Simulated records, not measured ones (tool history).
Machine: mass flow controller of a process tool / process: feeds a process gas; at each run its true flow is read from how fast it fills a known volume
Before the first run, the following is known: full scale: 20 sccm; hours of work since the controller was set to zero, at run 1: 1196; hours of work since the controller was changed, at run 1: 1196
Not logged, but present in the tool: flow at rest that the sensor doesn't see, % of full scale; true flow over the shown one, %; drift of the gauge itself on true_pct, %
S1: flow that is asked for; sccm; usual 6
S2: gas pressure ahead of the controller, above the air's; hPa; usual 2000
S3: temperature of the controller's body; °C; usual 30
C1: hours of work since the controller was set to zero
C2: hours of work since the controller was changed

run 1 hour=0 | S1=6 S2=2000 S3=30 | C1=1196 C2=1196 | true_flow_(%)=99.07
run 2 hour=255.3 | S1=6 S2=2000 S3=30 | C1=1317 C2=1317 | true_flow_(%)=99.29
run 3 hour=491.3 | S1=6 S2=2000 S3=30 | C1=1428 C2=1428 | true_flow_(%)=99.46
run 4 hour=803.2 | S1=6 S2=2000 S3=30 | C1=1575 C2=1575 | true_flow_(%)=99.25
run 5 hour=1114.3 | S1=6 S2=2000 S3=30 | C1=1722 C2=1722 | true_flow_(%)=99.26
run 6 hour=1348.8 | S1=11 S2=2000 S3=30 | C1=1832 C2=1832 | true_flow_(%)=99.47
run 7 hour=1525.9 | S1=6 S2=2000 S3=30 | C1=1916 C2=1916 | true_flow_(%)=99.21
run 8 hour=1874.8 | S1=6 S2=2000 S3=30 | C1=2080 C2=2080 | true_flow_(%)=99.28
run 9 hour=2160.9 | S1=6 S2=2000 S3=30 | C1=2215 C2=2215 | true_flow_(%)=99.21
run 10 hour=2518.3 | S1=6 S2=1790 S3=30 | C1=2384 C2=2384 | true_flow_(%)=99.38
run 11 hour=2833.4 | S1=6 S2=2000 S3=31 | C1=2532 C2=2532 | true_flow_(%)=99.17
run 12 hour=3088.9 | S1=6 S2=2000 S3=30 | C1=2653 C2=2653 | true_flow_(%)=99.38
run 13 hour=3252.8 | S1=6 S2=2000 S3=30 | C1=2730 C2=2730 | true_flow_(%)=99.13
run 14 hour=3464.7 | S1=6 S2=2000 S3=23 | C1=2830 C2=2830 | true_flow_(%)=99.91
run 15 hour=3679.2 | S1=6 S2=2000 S3=23 | C1=2931 C2=2931 | true_flow_(%)=99.78
run 16 hour=3905.3 | S1=6 S2=2000 S3=23 | C1=3038 C2=3038 | true_flow_(%)=99.73
run 17 hour=4257.4 | S1=5 S2=2000 S3=23 | C1=3204 C2=3204 | true_flow_(%)=99.87
run 18 hour=4533.5 | S1=6 S2=2000 S3=30 | C1=3334 C2=3334 | true_flow_(%)=99.4
run 19 hour=4868.5 | S1=6 S2=2000 S3=30 | C1=3492 C2=3492 | true_flow_(%)=99.25
run 20 hour=5131.9 | S1=6 S2=2000 S3=30 | C1=3616 C2=3616 | true_flow_(%)=99.41
run 21 hour=5363.6 | S1=6 S2=2000 S3=30 | C1=3725 C2=3725 | true_flow_(%)=99.26
run 22 hour=5585.2 | S1=6 S2=2000 S3=30 | C1=3830 C2=3830 | true_flow_(%)=99.49
run 23 hour=5757.4 | S1=5 S2=2000 S3=30 | C1=3911 C2=3911 | true_flow_(%)=99.16
run 24 hour=5926.4 | S1=5 S2=2000 S3=30 | C1=3991 C2=3991 | true_flow_(%)=99.23

Predict the results of run 25:
run 25 hour=6248.3 | S1=5 S2=2000 S3=30 | C1=4142 C2=4142 | true_flow_(%)=?

true flow (%): 99.13
Had the tool carried no hidden state, the very same run would have given true flow (%) 99.14.
